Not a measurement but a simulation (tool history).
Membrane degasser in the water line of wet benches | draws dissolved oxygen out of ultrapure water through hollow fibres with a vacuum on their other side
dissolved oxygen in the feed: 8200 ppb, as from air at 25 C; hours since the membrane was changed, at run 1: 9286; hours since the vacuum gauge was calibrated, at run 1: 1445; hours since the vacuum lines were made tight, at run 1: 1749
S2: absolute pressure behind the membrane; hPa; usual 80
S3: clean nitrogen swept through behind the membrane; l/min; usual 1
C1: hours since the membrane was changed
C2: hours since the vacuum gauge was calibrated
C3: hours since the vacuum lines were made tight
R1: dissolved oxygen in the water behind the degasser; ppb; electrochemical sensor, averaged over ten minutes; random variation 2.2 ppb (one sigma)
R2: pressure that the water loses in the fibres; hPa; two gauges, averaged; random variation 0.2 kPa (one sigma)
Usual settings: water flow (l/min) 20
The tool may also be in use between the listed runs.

run 1 day=0 | water_flow_(l/min)=20 S2=80 S3=1 | C1=9286 C2=1445 C3=1749 | R1=269.6 R2=433.6
run 2 day=10.454 | water_flow_(l/min)=20 S2=132.6 S3=1 | C1=9537 C2=1696 C3=2000 | R1=488 R2=433.5
run 3 day=17.892 | water_flow_(l/min)=20 S2=132.6 S3=1 | C1=9716 C2=1874 C3=2178 | R1=485.6 R2=435.3
run 4 day=27.025 | water_flow_(l/min)=20 S2=132.6 S3=1 | C1=9935 C2=2093 C3=2397 | R1=478.3 R2=437.3
run 5 day=31.562 | water_flow_(l/min)=20 S2=80 S3=1 | C1=10044 C2=2202 C3=2506 | R1=270.2 R2=435.6
run 6 day=41.242 | water_flow_(l/min)=20 S2=80 S3=1 | C1=10276 C2=2435 C3=2739 | R1=270.9 R2=432.6
run 7 day=47.738 | water_flow_(l/min)=20 S2=80 S3=1 | C1=10432 C2=2591 C3=2895 | R1=267.8 R2=430.5
run 8 day=53.871 | water_flow_(l/min)=28 S2=80 S3=1 | C1=10579 C2=2738 C3=3042 | R1=382.5 R2=610.6
run 9 day=58.842 | water_flow_(l/min)=21 S2=80 S3=1 | C1=10698 C2=2857 C3=3161 | R1=285 R2=459.7
run 10 day=67.308 | water_flow_(l/min)=21 S2=80 S3=1 | C1=10902 C2=3060 C3=3364 | R1=289.4 R2=459
run 11 day=73.317 | water_flow_(l/min)=21 S2=80 S3=0.95 | C1=11046 C2=3204 C3=3508 | R1=291.4 R2=459.3
run 12 day=80.75 | water_flow_(l/min)=21 S2=80 S3=0.95 | C1=11224 C2=3383 C3=3687 | R1=297.9 R2=461.2
run 13 day=91.088 | water_flow_(l/min)=21 S2=80 S3=0.95 | C1=11472 C2=3631 C3=3935 | R1=296.9 R2=459.6
run 14 day=100.362 | water_flow_(l/min)=21 S2=80 S3=0.95 | C1=11695 C2=3854 C3=4158 | R1=297.4 R2=457.8
run 15 day=104.867 | water_flow_(l/min)=21 S2=80 S3=0.95 | C1=11803 C2=3962 C3=4266 | R1=298.6 R2=456.3
run 16 day=114.442 | water_flow_(l/min)=21 S2=80 S3=0.95 | C1=12033 C2=4191 C3=4495 | R1=297.4 R2=461.4
run 17 day=122.604 | water_flow_(l/min)=25 S2=172.5 S3=1.79 | C1=12229 C2=4387 C3=4691 | R1=511.5 R2=550.1
run 18 day=130.417 | water_flow_(l/min)=25 S2=172.5 S3=1.79 | C1=12416 C2=4575 C3=4879 | R1=512 R2=545.3
run 19 day=137.904 | water_flow_(l/min)=22 S2=80 S3=1 | C1=12596 C2=4755 C3=5059 | R1=302 R2=482.9
run 20 day=145.917 | water_flow_(l/min)=22 S2=80 S3=1 | C1=12788 C2=4947 C3=5251 | R1=300.3 R2=483.8
run 21 day=155.542 | water_flow_(l/min)=14 S2=49.6 S3=1 | C1=13019 C2=5178 C3=5482 | R1=88.2 R2=306.3
run 22 day=163.075 | water_flow_(l/min)=13 S2=49.6 S3=1 | C1=13200 C2=5359 C3=5663 | R1=80.7 R2=287.7
run 23 day=169.842 | water_flow_(l/min)=13 S2=49.6 S3=1 | C1=13362 C2=5521 C3=5825 | R1=80.3 R2=287.9
run 24 day=175.912 | water_flow_(l/min)=13 S2=49.6 S3=1 | C1=13508 C2=5667 C3=5971 | R1=80.5 R2=287.4
run 25 day=184.433 | water_flow_(l/min)=20 S2=199.6 S3=2.36 | C1=13713 C2=5871 C3=6175 | R1=383.7 R2=439.8
run 26 day=189.392 | water_flow_(l/min)=20 S2=199.6 S3=2.36 | C1=13832 C2=5990 C3=6294 | R1=389.8 R2=441.7
-- day=198.004 vacuum gauge calibrated
run 27 day=198.004 | water_flow_(l/min)=19 S2=185.2 S3=1 | C1=14038 C2=0 C3=6500 | R1=663.7 R2=417.3
run 28 day=207.375 | water_flow_(l/min)=28 S2=80 S3=1.7 | C1=14263 C2=225 C3=6725 | R1=285.9 R2=621.3
run 29 day=214.488 | water_flow_(l/min)=24 S2=127.2 S3=0.78 | C1=14433 C2=396 C3=6896 | R1=657.3 R2=530
run 30 day=223.746 | water_flow_(l/min)=24 S2=127.2 S3=0.78 | C1=14656 C2=618 C3=7118 | R1=658.2 R2=533.7
run 31 day=230.442 | water_flow_(l/min)=24 S2=121.6 S3=1.23 | C1=14816 C2=779 C3=7279 | R1=457.5 R2=534.1
run 32 day=236.538 | water_flow_(l/min)=24 S2=121.6 S3=1.23 | C1=14963 C2=925 C3=7425 | R1=458.6 R2=534.2

Forecast each of these 3 alternatives for the next run:
run A day=246.021 | water_flow_(l/min)=19 S2=143 S3=1.23 | C1=15190 C2=1152 C3=7653 | R1=? R2=?
run B day=246.021 | water_flow_(l/min)=17 S2=172.3 S3=0.79 | C1=15190 C2=1152 C3=7653 | R1=? R2=?
run C day=246.021 | water_flow_(l/min)=20 S2=93.5 S3=1 | C1=15190 C2=1152 C3=7653 | R1=? R2=?

run=A R1=428.3 R2=418.8
run=B R1=662 R2=376.6
run=C R1=332.4 R2=444
Without the tool's hidden state the same runs would have given:
run=A R1=427.7 R2=409.2
run=B R1=661.4 R2=368
run=C R1=331.8 R2=433.8
